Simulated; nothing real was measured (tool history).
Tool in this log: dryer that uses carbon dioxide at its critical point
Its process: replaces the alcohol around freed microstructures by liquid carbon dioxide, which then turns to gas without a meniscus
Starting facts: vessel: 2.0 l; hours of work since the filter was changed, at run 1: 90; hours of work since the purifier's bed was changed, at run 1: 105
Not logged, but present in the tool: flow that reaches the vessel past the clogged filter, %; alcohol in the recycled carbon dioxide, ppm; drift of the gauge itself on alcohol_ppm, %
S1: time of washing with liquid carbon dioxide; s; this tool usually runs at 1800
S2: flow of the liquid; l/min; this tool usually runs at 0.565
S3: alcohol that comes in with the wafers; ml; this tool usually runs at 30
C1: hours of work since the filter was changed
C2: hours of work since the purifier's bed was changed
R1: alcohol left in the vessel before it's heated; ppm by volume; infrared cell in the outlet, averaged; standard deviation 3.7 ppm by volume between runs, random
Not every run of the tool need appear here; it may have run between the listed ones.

| run | hour | S1 | S2 | S3 | C1 | C2 | R1 |
|---|---|---|---|---|---|---|---|
| 1 | 0 | 1800 | 0.565 | 30 | 90 | 105 | 12 |
| 2 | 4.1 | 1800 | 0.565 | 26 | 93 | 108 | 14 |
| 3 | 8 | 1800 | 0.565 | 26 | 96 | 111 | 18 |
| 4 | 13 | 1800 | 0.565 | 26 | 100 | 114 | 11 |
| 5 | 17.5 | 1800 | 0.565 | 26 | 103 | 117 | 9 |
| 6 | 21.5 | 1800 | 0.565 | 26 | 106 | 120 | 12 |
| 7 | 27.3 | 1440 | 0.565 | 30 | 110 | 124 | 38 |
| 8 | 32.9 | 1320 | 0.565 | 30 | 114 | 128 | 61 |
| 9 | 38.5 | 2640 | 0.565 | 30 | 118 | 132 | 7 |
| 10 | 43.5 | 1800 | 0.565 | 30 | 121 | 136 | 22 |
| 11 | 50.8 | 1800 | 0.565 | 30 | 126 | 141 | 21 |
| 12 | 58.5 | 1800 | 0.565 | 25 | 132 | 146 | 18 |
| 13 | 68.1 | 1800 | 0.565 | 30 | 138 | 153 | 20 |
| 14 | 77.4 | 1800 | 0.565 | 30 | 145 | 160 | 18 |
| 15 | 84.5 | 1800 | 0.565 | 30 | 150 | 165 | 16 |
| 16 | 92.8 | 1800 | 0.565 | 39 | 156 | 170 | 24 |
| 17 | 99.7 | 1800 | 0.565 | 53 | 161 | 175 | 29 |
| 18 | 104.9 | 1800 | 0.565 | 53 | 164 | 179 | 37 |
| 19 | 114.5 | 1800 | 0.565 | 30 | 171 | 186 | 23 |
| 20 | 119.1 | 1800 | 0.565 | 30 | 174 | 189 | 24 |
| 21 | 123.3 | 1800 | 0.565 | 30 | 177 | 192 | 23 |
| 22 | 127.9 | 1080 | 0.731 | 42 | 181 | 195 | 70 |
| 23 | 132.2 | 1560 | 0.63 | 40 | 184 | 198 | 21 |
| 24 | 139.5 | 2520 | 0.565 | 30 | 189 | 203 | 16 |
| 25 | 147.3 | 1920 | 0.672 | 35 | 194 | 209 | 20 |
| 26 | 154.4 | 1920 | 0.672 | 35 | 199 | 214 | 21 |
| 27 | 158.4 | 1920 | 0.672 | 35 | 202 | 217 | 24 |
| 28 | 163.7 | 2280 | 0.486 | 21 | 206 | 220 | 23 |
| 29 | 172.7 | 1800 | 0.502 | 92 | 212 | 227 | 73 |
| 30 | 177.1 | 1500 | 0.546 | 44 | 215 | 230 | 70 |
| 31 | 182.8 | 2760 | 0.438 | 44 | 219 | 234 | 28 |
| 32 | 190.8 | 2280 | 0.438 | 47 | 225 | 240 | 26 |
| 33 | 198.9 | 2280 | 0.438 | 47 | 231 | 245 | 30 |
| 34 | 203 | 2280 | 0.438 | 47 | 234 | 248 | 31 |
| 35 | 209.7 | 1320 | 0.565 | 30 | 238 | 253 | 85 |
| 36 | 214.7 | 1320 | 0.565 | 30 | 242 | 256 | 93 |
| 37 | 219.2 | 1320 | 0.565 | 30 | 245 | 260 | 79 |
| 38 | 223.8 | 1320 | 0.565 | 30 | 248 | 263 | 84 |
| 39 | 231.7 | 2340 | 0.863 | 83 | 254 | 268 | 19 |
| 40 | 237 | 2340 | 0.43 | 83 | 258 | 272 | 52 |
| 41 | 241.6 | 2220 | 0.802 | 81 | 261 | 275 | 20 |
| 42 | 248.5 | 2520 | 0.472 | 81 | 266 | 280 | 26 |

Consider 3 possible next runs. They are alternatives, not a sequence: every one starts from the tool as it was left by run 42. What does each give?
| A | 256 | 1800 | 0.646 | 20 | 271 | 286 | ? |
| B | 256 | 2580 | 0.565 | 30 | 271 | 286 | ? |
| C | 256 | 1320 | 0.565 | 31 | 271 | 286 | ? |

| run | R1 |
|---|---|
| A | 25 |
| B | 20 |
| C | 89 |
With the hidden condition removed and each run's random variation left untouched, the same runs would have given:
| run | R1 |
|---|---|
| A | 6 |
| B | 2 |
| C | 37 |
